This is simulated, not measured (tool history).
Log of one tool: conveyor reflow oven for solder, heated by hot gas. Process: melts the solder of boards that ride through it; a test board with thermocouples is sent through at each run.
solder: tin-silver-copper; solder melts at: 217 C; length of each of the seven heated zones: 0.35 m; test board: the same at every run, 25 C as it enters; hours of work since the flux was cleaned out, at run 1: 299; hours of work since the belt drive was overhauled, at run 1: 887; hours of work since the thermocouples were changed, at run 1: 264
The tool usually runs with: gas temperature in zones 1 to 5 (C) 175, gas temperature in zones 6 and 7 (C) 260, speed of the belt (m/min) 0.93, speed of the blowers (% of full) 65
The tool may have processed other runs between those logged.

run,hour,gas temperature in zones 1 to 5 (C),gas temperature in zones 6 and 7 (C),speed of the belt (m/min),speed of the blowers (% of full),hours of work since the flux was cleaned out,hours of work since the belt drive was overhauled,hours of work since the thermocouples were changed,highest temperature of the board (C),time above the solder's melting point (s)
1,0,175,260,0.93,65,299,887,264,240.87,27.48
2,82.6,175,260,0.93,65,337,926,302,240.59,27.46
# hour 121.1: flux residue cleaned out of gas plates and filters
3,164.1,175,260,0.93,65,20,961,338,241.9,28.51
4,218.4,175,260,0.93,65,45,986,363,242.07,28.49
# hour 248.7: belt drive overhauled, speed set with a stopwatch
5,284,186,260,0.93,65,74,16,392,243.78,31.82
6,335,186,260,0.93,65,97,40,415,243.66,31.71
7,405.9,186,260,0.93,73,130,73,448,245.49,33.2
8,445.3,175,260,0.93,55,149,91,466,238.2,24.79
9,482.3,175,260,0.81,65,166,108,484,245.58,35.55
10,561,175,260,0.98,65,202,145,520,239.32,24.59
11,616.2,164,252,1.11,65,228,171,546,225.37,9.28
12,664.4,160,263,1.11,75,250,193,568,235.96,17.02
13,731.4,175,260,0.842,62,281,224,599,243.5,32.43
14,800.8,172,260,0.898,65,314,256,631,241.41,28.2
15,849.7,166,274,0.862,78,336,279,654,256.79,36.79
# hour 885.2: flux residue cleaned out of gas plates and filters
16,921.6,166,274,0.778,78,17,310,685,261.23,43.28
17,982.2,184,260,0.821,83,45,338,713,250.47,41.11

Forecast each of these 4 alternatives for the next run:
A,1032.1,168,255,0.819,65,68,361,737,?,?
B,1032.1,184,260,0.938,59,68,361,737,?,?
C,1032.1,184,275,1.054,75,68,361,737,?,?
D,1032.1,174,260,0.93,83,68,361,737,?,?

run,highest temperature of the board (C),time above the solder's melting point (s)
A,240.28,30.18
B,241.76,29.58
C,254.13,31.85
D,245.78,30.94
Had the tool no hidden state, the same runs would have come out as:
run,highest temperature of the board (C),time above the solder's melting point (s)
A,239.74,29.7
B,241.26,29.17
C,253.78,31.57
D,245.34,30.61

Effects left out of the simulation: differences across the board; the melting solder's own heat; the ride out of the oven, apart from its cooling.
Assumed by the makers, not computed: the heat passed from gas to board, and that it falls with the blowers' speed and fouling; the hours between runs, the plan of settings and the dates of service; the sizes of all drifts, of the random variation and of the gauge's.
